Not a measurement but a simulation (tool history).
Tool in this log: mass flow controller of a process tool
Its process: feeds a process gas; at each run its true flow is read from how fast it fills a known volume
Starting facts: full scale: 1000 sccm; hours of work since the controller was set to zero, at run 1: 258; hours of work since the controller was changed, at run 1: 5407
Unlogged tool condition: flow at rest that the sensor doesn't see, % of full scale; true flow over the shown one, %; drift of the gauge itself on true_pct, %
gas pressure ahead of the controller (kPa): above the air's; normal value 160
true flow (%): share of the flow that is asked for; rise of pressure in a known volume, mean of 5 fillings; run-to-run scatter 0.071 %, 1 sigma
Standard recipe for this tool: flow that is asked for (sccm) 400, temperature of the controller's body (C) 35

run,hour,flow that is asked for (sccm),gas pressure ahead of the controller (kPa),temperature of the controller's body (C),hours of work since the controller was set to zero,hours of work since the controller was changed,true flow (%)
1,0.0,400,160,35,258,5407,100.57
2,469.9,309,160,35,595,5744,100.67
# hour 895.7: controller exchanged for a calibrated one
3,970.4,400,160,35,54,54,100.63
4,1455.4,400,160,35,401,401,100.86
5,1715.8,400,194,35,588,588,101.00
6,2074.3,400,194,35,845,845,100.98
7,2603.3,400,194,35,1225,1225,101.09
8,2828.9,400,194,35,1387,1387,101.06
9,3279.6,400,160,35,1710,1710,101.16
10,3756.9,400,160,35,2052,2052,101.10
11,4094.6,400,160,27,2294,2294,100.40
12,4608.3,400,160,27,2663,2663,100.42
13,5152.5,400,160,35,3053,3053,101.50
14,5526.1,400,160,35,3321,3321,101.50
15,5878.3,400,160,35,3574,3574,101.61
16,6319.5,400,160,35,3890,3890,101.58
17,6547.8,400,230,35,4054,4054,101.81
18,6897.9,396,160,35,4305,4305,101.80
19,7240.5,400,209,35,4551,4551,101.99
# hour 7590.7: gauge calibrated
# hour 7632.2: controller's zero set anew
20,7736.0,400,209,35,74,4906,100.69
21,8072.0,107,160,20,315,5147,98.71
22,8523.2,286,200,20,639,5470,99.29
23,9059.7,286,200,20,1024,5855,99.14
# hour 9328.4: controller exchanged for a calibrated one
24,9412.3,286,200,20,60,60,99.13
25,9820.6,286,200,20,353,353,99.24
26,10243.4,589,171,31,656,656,100.82
27,10496.7,545,160,27,838,838,100.27
28,10982.6,545,160,27,1186,1186,100.29
29,11323.6,637,229,21,1431,1431,99.99
30,11635.1,637,229,21,1654,1654,100.00
31,11886.9,575,213,35,1835,1835,101.60
32,12228.7,575,213,35,2080,2080,101.62
33,12653.6,575,213,35,2385,2385,101.75
34,12943.2,575,164,30,2593,2593,101.20

Alternative continuations, all from the tool just after run 34; predict every row:
A,13271.1,233,164,30,2828,2828,?
B,13271.1,400,160,24,2828,2828,?
C,13271.1,479,150,28,2828,2828,?

run,true flow (%)
A,100.82
B,100.29
C,100.93
Stripped of hidden state, with their random variation kept, the same runs would have yielded:
run,true flow (%)
A,99.79
B,99.28
C,99.92

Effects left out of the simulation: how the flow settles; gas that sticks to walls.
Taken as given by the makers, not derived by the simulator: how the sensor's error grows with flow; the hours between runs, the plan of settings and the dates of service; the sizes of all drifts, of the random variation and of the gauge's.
